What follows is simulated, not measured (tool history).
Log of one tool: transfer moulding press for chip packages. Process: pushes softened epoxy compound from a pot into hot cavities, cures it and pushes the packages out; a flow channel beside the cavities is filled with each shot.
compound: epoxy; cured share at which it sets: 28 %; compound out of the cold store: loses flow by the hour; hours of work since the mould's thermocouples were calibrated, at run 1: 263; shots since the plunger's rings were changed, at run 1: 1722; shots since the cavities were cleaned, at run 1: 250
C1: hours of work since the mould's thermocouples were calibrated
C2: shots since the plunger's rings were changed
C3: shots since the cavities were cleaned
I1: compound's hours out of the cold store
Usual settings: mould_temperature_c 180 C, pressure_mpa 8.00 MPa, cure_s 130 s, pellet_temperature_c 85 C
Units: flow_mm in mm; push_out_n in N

Run 1, hour 0.0: usual settings; C1 263; C2 1722; C3 250; I1 21.9. Result: flow_mm 676 mm, push_out_n 517 N.
Run 2, hour 61.0: usual settings but mould_temperature_c 185 C; C1 311; C2 2403; C3 931; I1 28.7. Result: flow_mm 642 mm, push_out_n 637 N.
At hour 71.8: mould's thermocouples calibrated.
At hour 73.3: cavities cleaned with cleaning compound and waxed.
Run 3, hour 109.3: usual settings but mould_temperature_c 185 C; C1 28; C2 2903; C3 402; I1 47.8. Result: flow_mm 597 mm, push_out_n 487 N.
At hour 135.9: plunger's sealing rings changed.
At hour 167.4: cavities cleaned with cleaning compound and waxed.
Run 4, hour 172.4: usual settings; C1 75; C2 391; C3 55; I1 19.7. Result: flow_mm 693 mm, push_out_n 484 N.
Run 5, hour 232.6: usual settings; C1 122; C2 1063; C3 727; I1 10.4. Result: flow_mm 714 mm, push_out_n 809 N.
At hour 251.4: mould's thermocouples calibrated, once more.
At hour 261.8: cavities cleaned with cleaning compound and waxed.
Run 6, hour 265.0: usual settings; C1 10; C2 1386; C3 36; I1 35.3. Result: flow_mm 647 mm, push_out_n 444 N.
Run 7, hour 318.8: usual settings; C1 52; C2 1986; C3 636; I1 34.6. Result: flow_mm 644 mm, push_out_n 707 N.
Run 8, hour 348.4: usual settings; C1 75; C2 2317; C3 967; I1 22.6. Result: flow_mm 670 mm, push_out_n 800 N.
At hour 352.9: cavities cleaned with cleaning compound and waxed.
Run 9, hour 383.0: usual settings; C1 101; C2 2686; C3 336; I1 8.5. Result: flow_mm 703 mm, push_out_n 588 N.
At hour 429.5: plunger's sealing rings changed.
At hour 449.1: cavities cleaned with cleaning compound and waxed.
Run 10, hour 452.9: usual settings but mould_temperature_c 177 C; C1 153; C2 244; C3 42; I1 28.7. Result: flow_mm 680 mm, push_out_n 529 N.
Run 11, hour 482.2: usual settings but mould_temperature_c 177 C; C1 176; C2 571; C3 369; I1 16.1. Result: flow_mm 711 mm, push_out_n 780 N.
Run 12, hour 511.2: usual settings; C1 198; C2 895; C3 693; I1 24.7. Result: flow_mm 676 mm, push_out_n 702 N.
At hour 540.2: cavities cleaned with cleaning compound and waxed.
Run 13, hour 550.7: usual settings; C1 228; C2 1319; C3 117; I1 12.2. Result: flow_mm 705 mm, push_out_n 511 N.
Run 14, hour 619.7: usual settings; C1 282; C2 2089; C3 887; I1 21.6. Result: flow_mm 674 mm, push_out_n 789 N.
At hour 630.6: cavities cleaned with cleaning compound and waxed.
At hour 666.7: mould's thermocouples calibrated.
Run 15, hour 672.3: usual settings; C1 4; C2 2637; C3 442; I1 46.6. Result: flow_mm 613 mm, push_out_n 614 N.
At hour 721.2: plunger's sealing rings changed.
At hour 726.6: cavities cleaned with cleaning compound and waxed.
Run 16, hour 726.6: usual settings but mould_temperature_c 183 C, pressure_mpa 8.19 MPa, cure_s 129 s, pellet_temperature_c 91 C; C1 44; C2 43; C3 0; I1 39.0. Result: flow_mm 648 mm, push_out_n 360 N.
Run 17, hour 777.0: usual settings but mould_temperature_c 183 C, pressure_mpa 7.72 MPa, cure_s 119 s, pellet_temperature_c 91 C; C1 83; C2 606; C3 563; I1 28.2. Result: flow_mm 647 mm, push_out_n 666 N.
At hour 819.3: cavities cleaned with cleaning compound and waxed.
Run 18, hour 831.4: usual settings but pressure_mpa 9.79 MPa; C1 125; C2 1196; C3 135; I1 43.3. Result: flow_mm 696 mm, push_out_n 483 N.
Run 19, hour 890.9: usual settings but pressure_mpa 6.61 MPa, cure_s 134 s; C1 172; C2 1860; C3 799; I1 46.1. Result: flow_mm 565 mm, push_out_n 689 N.
At hour 911.4: cavities cleaned with cleaning compound and waxed.
Run 20, hour 925.5: usual settings but pressure_mpa 6.61 MPa, cure_s 134 s; C1 198; C2 2230; C3 158; I1 32.3. Result: flow_mm 590 mm, push_out_n 519 N.
Run 21, hour 969.4: usual settings but pressure_mpa 6.59 MPa; C1 232; C2 2720; C3 648; I1 29.7. Result: flow_mm 593 mm, push_out_n 710 N.
At hour 1000.9: cavities cleaned with cleaning compound and waxed.
Run 22, hour 1001.7: usual settings but pressure_mpa 6.59 MPa; C1 256; C2 3064; C3 9; I1 29.7. Result: flow_mm 589 mm, push_out_n 436 N.
At hour 1012.3: plunger's sealing rings changed.
Run 23, hour 1043.9: usual settings but pressure_mpa 6.59 MPa; C1 287; C2 353; C3 452; I1 12.4. Result: flow_mm 643 mm, push_out_n 646 N.
At hour 1082.8: mould's thermocouples calibrated.
Run 24, hour 1084.3: usual settings but pressure_mpa 7.26 MPa, cure_s 135 s; C1 1; C2 781; C3 880; I1 46.3. Result: flow_mm 598 mm, push_out_n 689 N.
At hour 1096.2: cavities cleaned with cleaning compound and waxed.
Run 25, hour 1149.5: usual settings but pressure_mpa 7.52 MPa, cure_s 126 s; C1 51; C2 1492; C3 595; I1 33.2. Result: flow_mm 632 mm, push_out_n 719 N.
At hour 1188.0: cavities cleaned with cleaning compound and waxed.
Run 26, hour 1190.9: usual settings but cure_s 159 s, pellet_temperature_c 75 C; C1 82; C2 1937; C3 32; I1 38.0. Result: flow_mm 636 mm, push_out_n 364 N.
Run 27, hour 1237.0: usual settings but mould_temperature_c 184 C, pressure_mpa 8.48 MPa, cure_s 159 s, pellet_temperature_c 95 C; C1 119; C2 2452; C3 547; I1 34.8. Result: flow_mm 648 mm, push_out_n 535 N.

Forecast each of these 3 alternatives for the next run:
At hour 1278.2: cavities cleaned with cleaning compound and waxed.
Run A, hour 1279.5: usual settings but mould_temperature_c 184 C, pressure_mpa 7.24 MPa, cure_s 160 s, pellet_temperature_c 95 C; C1 151; C2 2910; C3 15; I1 32.8. Result: flow_mm ?, push_out_n ?.
At hour 1278.2: cavities cleaned with cleaning compound and waxed.
Run B, hour 1279.5: usual settings but cure_s 142 s, pellet_temperature_c 93 C; C1 151; C2 2910; C3 15; I1 14.2. Result: flow_mm ?, push_out_n ?.
At hour 1278.2: cavities cleaned with cleaning compound and waxed.
Run C, hour 1279.5: usual settings but pressure_mpa 8.75 MPa, cure_s 140 s; C1 151; C2 2910; C3 15; I1 26.8. Result: flow_mm ?, push_out_n ?.

run  flow_mm  push_out_n
  A      603         352
  B      687         383
  C      688         403
Without the tool's hidden state the same runs would have given:
run  flow_mm  push_out_n
  A      622         340
  B      709         369
  C      710         388
